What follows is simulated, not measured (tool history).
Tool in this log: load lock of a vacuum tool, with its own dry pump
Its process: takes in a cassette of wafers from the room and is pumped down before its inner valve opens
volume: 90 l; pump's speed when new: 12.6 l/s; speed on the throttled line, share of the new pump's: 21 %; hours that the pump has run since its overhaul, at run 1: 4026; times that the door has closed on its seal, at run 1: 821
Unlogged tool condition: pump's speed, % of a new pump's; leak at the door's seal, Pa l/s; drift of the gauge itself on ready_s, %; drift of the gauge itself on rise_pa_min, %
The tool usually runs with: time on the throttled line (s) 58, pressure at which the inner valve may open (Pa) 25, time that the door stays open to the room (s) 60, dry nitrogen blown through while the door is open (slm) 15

run    hour  time on the throttled line (s)  pressure at which the inner valve may open (Pa)  time that the door stays open to the room (s)  dry nitrogen blown through while the door is open (slm)  hours that the pump has run since its overhaul  times that the door has closed on its seal  incoming humidity of the room's air, %  time from the closed door until the inner valve may open (s)  rise of the pressure with all valves shut (Pa/min)
  1       0                              58                                               25                                             60                                                       15                                            4026                                         821                                    39.3                                                         106.8                                                0.03
  2    55.3                              58                                               25                                             60                                                       15                                            4082                                         932                                    44.8                                                         107.2                                               0.035
  3     119                              58                                               25                                             59                                                       15                                            4145                                        1060                                    47.3                                                         107.1                                               0.026
  4   197.9                              58                                               25                                             59                                                       15                                            4224                                        1219                                    43.8                                                           107                                               0.032
  5   253.8                              58                                               25                                             59                                                       15                                            4280                                        1331                                    43.4                                                         108.1                                               0.034
  6   304.7                              58                                               25                                            108                                                       15                                            4331                                        1434                                    45.9                                                         106.7                                               0.041
  7   384.3                              58                                               25                                             60                                                       15                                            4411                                        1594                                    47.2                                                           107                                               0.038
  8   470.4                              58                                               25                                             60                                                       15                                            4497                                        1767                                    47.3                                                         107.6                                               0.034
  9   521.3                              58                                               25                                             60                                                       15                                            4548                                        1870                                    46.3                                                         108.1                                               0.035
 10   579.3                              58                                               25                                             29                                                       15                                            4606                                        1987                                    44.8                                                         107.2                                               0.023
 11   655.4                              58                                               25                                             49                                                       15                                            4682                                        2140                                    44.6                                                         106.7                                               0.025
 12   709.5                              58                                               25                                             36                                                       18                                            4736                                        2249                                    40.2                                                           107                                               0.027
 13   757.5                              52                                               29                                             42                                                       44                                            4784                                        2345                                    44.4                                                         101.6                                               0.018
 14   804.3                              61                                               44                                             60                                                       15                                            4831                                        2440                                      41                                                         105.4                                               0.032
 15   842.3                              29                                               25                                             28                                                       15                                            4869                                        2516                                    40.3                                                          84.6                                               0.025
 16   892.1                              29                                               25                                             28                                                       15                                            4919                                        2616                                      42                                                          84.8                                               0.033
 17   959.1                              29                                               50                                             28                                                       42                                            4986                                        2751                                    43.1                                                          79.9                                               0.019
 18   995.5                              58                                               25                                             60                                                       21                                            5022                                        2824                                      47                                                         107.5                                               0.032
 19  1057.8                              66                                               25                                            118                                                       15                                            5084                                        2950                                    39.4                                                         113.7                                               0.038
 20  1100.6                             101                                               41                                             96                                                        9                                            5127                                        3036                                    40.3                                                         139.2                                               0.046

What if the next run were any one of these 5? Each begins from the tool's condition after run 20:
  A  1137.4                              99                                               41                                             96                                                        9                                            5164                                        3110                                    45.7                                                             ?                                                   ?
  B  1137.4                              58                                               23                                             60                                                        9                                            5164                                        3110                                    43.5                                                             ?                                                   ?
  C  1137.4                              58                                               46                                             62                                                       37                                            5164                                        3110                                      40                                                             ?                                                   ?
  D  1137.4                             101                                               23                                             45                                                       11                                            5164                                        3110                                    44.8                                                             ?                                                   ?
  E  1137.4                              85                                               41                                             78                                                        9                                            5164                                        3110                                    41.3                                                             ?                                                   ?

run  time from the closed door until the inner valve may open (s)  rise of the pressure with all valves shut (Pa/min)
  A                                                         136.2                                               0.054
  B                                                         108.2                                                0.04
  C                                                         103.2                                               0.022
  D                                                         141.9                                               0.039
  E                                                         125.4                                               0.044
With no hidden state in the tool, these same runs would have given:
run  time from the closed door until the inner valve may open (s)  rise of the pressure with all valves shut (Pa/min)
  A                                                         134.4                                               0.047
  B                                                         105.8                                               0.034
  C                                                           101                                               0.016
  D                                                         139.9                                               0.032
  E                                                         123.5                                               0.037
